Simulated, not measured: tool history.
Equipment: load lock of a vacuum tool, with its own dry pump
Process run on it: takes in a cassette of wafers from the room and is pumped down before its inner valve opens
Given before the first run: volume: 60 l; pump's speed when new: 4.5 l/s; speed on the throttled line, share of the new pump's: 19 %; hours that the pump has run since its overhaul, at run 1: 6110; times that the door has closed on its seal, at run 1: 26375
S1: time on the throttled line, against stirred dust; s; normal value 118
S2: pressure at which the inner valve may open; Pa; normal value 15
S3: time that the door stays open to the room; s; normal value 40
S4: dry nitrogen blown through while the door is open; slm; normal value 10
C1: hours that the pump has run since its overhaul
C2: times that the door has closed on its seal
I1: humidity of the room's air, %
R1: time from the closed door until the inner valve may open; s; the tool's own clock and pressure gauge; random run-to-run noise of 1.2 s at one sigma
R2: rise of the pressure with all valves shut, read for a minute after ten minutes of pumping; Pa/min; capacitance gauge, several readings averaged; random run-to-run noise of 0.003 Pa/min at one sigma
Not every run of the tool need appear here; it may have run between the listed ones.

Run 1, hour 0: usual settings; C1 6110; C2 26375; I1 49.8. Result: R1 220.6 s, R2 0.107 Pa/min.
Run 2, hour 355.6: usual settings but S3 71 s; C1 6466; C2 27359; I1 44. Result: R1 220.8 s, R2 0.127 Pa/min.
Run 3, hour 619.2: usual settings but S2 10 Pa, S3 71 s; C1 6730; C2 28089; I1 46.4. Result: R1 230.9 s, R2 0.134 Pa/min.
Run 4, hour 780.6: usual settings but S2 27 Pa, S3 71 s; C1 6891; C2 28535; I1 47. Result: R1 214.7 s, R2 0.137 Pa/min.
Run 5, hour 1082.1: usual settings but S1 61 s, S2 27 Pa, S3 71 s; C1 7192; C2 29370; I1 45.3. Result: R1 170.9 s, R2 0.135 Pa/min.
Run 6, hour 1295.3: usual settings but S1 61 s, S2 27 Pa, S3 71 s; C1 7406; C2 29960; I1 42.3. Result: R1 169.9 s, R2 0.136 Pa/min.
Run 7, hour 1444.4: usual settings; C1 7555; C2 30372; I1 44.4. Result: R1 224.3 s, R2 0.129 Pa/min.
Run 8, hour 1621: usual settings but S2 16 Pa; C1 7731; C2 30861; I1 45. Result: R1 226.4 s, R2 0.133 Pa/min.
Run 9, hour 1961.1: usual settings but S3 59 s; C1 8071; C2 31802; I1 43.9. Result: R1 224.3 s, R2 0.149 Pa/min.
Run 10, hour 2269.1: usual settings but S3 27 s; C1 8379; C2 32655; I1 46.9. Result: R1 226.2 s, R2 0.135 Pa/min.
Run 11, hour 2561: usual settings but S3 27 s; C1 8671; C2 33462; I1 43.7. Result: R1 229 s, R2 0.134 Pa/min.
Run 12, hour 2917.8: usual settings but S3 27 s; C1 9028; C2 34450; I1 48. Result: R1 227.5 s, R2 0.143 Pa/min.
Run 13, hour 3115.7: usual settings; C1 9226; C2 34997; I1 44. Result: R1 226.7 s, R2 0.148 Pa/min.
Run 14, hour 3358.3: usual settings; C1 9469; C2 35669; I1 45.8. Result: R1 228.4 s, R2 0.16 Pa/min.
Run 15, hour 3512.3: usual settings; C1 9623; C2 36095; I1 45.7. Result: R1 227.8 s, R2 0.156 Pa/min.
Run 16, hour 3790.8: usual settings; C1 9901; C2 36866; I1 45.3. Result: R1 229.8 s, R2 0.161 Pa/min.
At hour 4066.4: dry pump taken out, an overhauled one fitted.
Run 17, hour 4123.3: usual settings but S1 162 s; C1 57; C2 37769; I1 45.2. Result: R1 249.7 s, R2 0.17 Pa/min.
Run 18, hour 4348.8: usual settings but S1 162 s; C1 282; C2 38393; I1 44.5. Result: R1 247.9 s, R2 0.168 Pa/min.
Run 19, hour 4536.6: usual settings but S1 162 s; C1 470; C2 38913; I1 40.9. Result: R1 249.9 s, R2 0.175 Pa/min.
Run 20, hour 4682.7: usual settings but S3 186 s; C1 616; C2 39317; I1 46.3. Result: R1 215.7 s, R2 0.224 Pa/min.
Run 21, hour 5011.2: usual settings but S2 19 Pa, S3 58 s; C1 945; C2 40226; I1 44.2. Result: R1 210.7 s, R2 0.187 Pa/min.
Run 22, hour 5301.2: usual settings but S3 28 s, S4 4 slm; C1 1235; C2 41029; I1 42.5. Result: R1 215.6 s, R2 0.186 Pa/min.
Run 23, hour 5600.2: usual settings but S3 28 s, S4 4 slm; C1 1534; C2 41856; I1 44.4. Result: R1 218.6 s, R2 0.193 Pa/min.
Run 24, hour 5819.5: usual settings but S1 68 s, S3 61 s, S4 4 slm; C1 1753; C2 42463; I1 46.6. Result: R1 175.5 s, R2 0.213 Pa/min.
Run 25, hour 6007.2: usual settings but S1 91 s, S2 18 Pa; C1 1941; C2 42983; I1 44.9. Result: R1 190.5 s, R2 0.205 Pa/min.
Run 26, hour 6160.5: usual settings but S1 231 s, S2 30 Pa, S3 85 s, S4 7 slm; C1 2094; C2 43407; I1 48.5. Result: R1 296.8 s, R2 0.225 Pa/min.
Run 27, hour 6460.3: usual settings but S1 231 s, S2 30 Pa, S3 85 s, S4 7 slm; C1 2394; C2 44237; I1 44.3. Result: R1 296.8 s, R2 0.222 Pa/min.
Run 28, hour 6812.6: usual settings but S1 139 s, S2 19 Pa, S3 107 s, S4 7 slm; C1 2746; C2 45212; I1 45.9. Result: R1 232.4 s, R2 0.237 Pa/min.
Run 29, hour 7131.4: usual settings but S1 116 s, S2 19 Pa, S3 107 s, S4 7 slm; C1 3065; C2 46094; I1 42.8. Result: R1 210.7 s, R2 0.234 Pa/min.
Run 30, hour 7450.1: usual settings but S1 70 s, S2 19 Pa, S3 107 s, S4 7 slm; C1 3384; C2 46976; I1 41.4. Result: R1 175 s, R2 0.246 Pa/min.
Run 31, hour 7684.7: usual settings but S1 104 s, S2 23 Pa; C1 3618; C2 47625; I1 46.6. Result: R1 205.3 s, R2 0.222 Pa/min.
Run 32, hour 8026.7: usual settings but S3 205 s, S4 8 slm; C1 3960; C2 48571; I1 43.9. Result: R1 218.4 s, R2 0.281 Pa/min.
Run 33, hour 8371.1: usual settings but S3 26 s, S4 7 slm; C1 4305; C2 49524; I1 45.8. Result: R1 220.9 s, R2 0.245 Pa/min.

Predict the results of run 34:
Run 34, hour 8709.4: usual settings but S2 12 Pa, S4 5 slm; C1 4643; C2 50461; I1 41.8. Result: R1 ?, R2 ?.

Run 34 measured R1 227.8 s, R2 0.252 Pa/min.
If the tool had no hidden condition, the same run with the same run-to-run variation would have returned R1 220.8 s, R2 0.032 Pa/min.
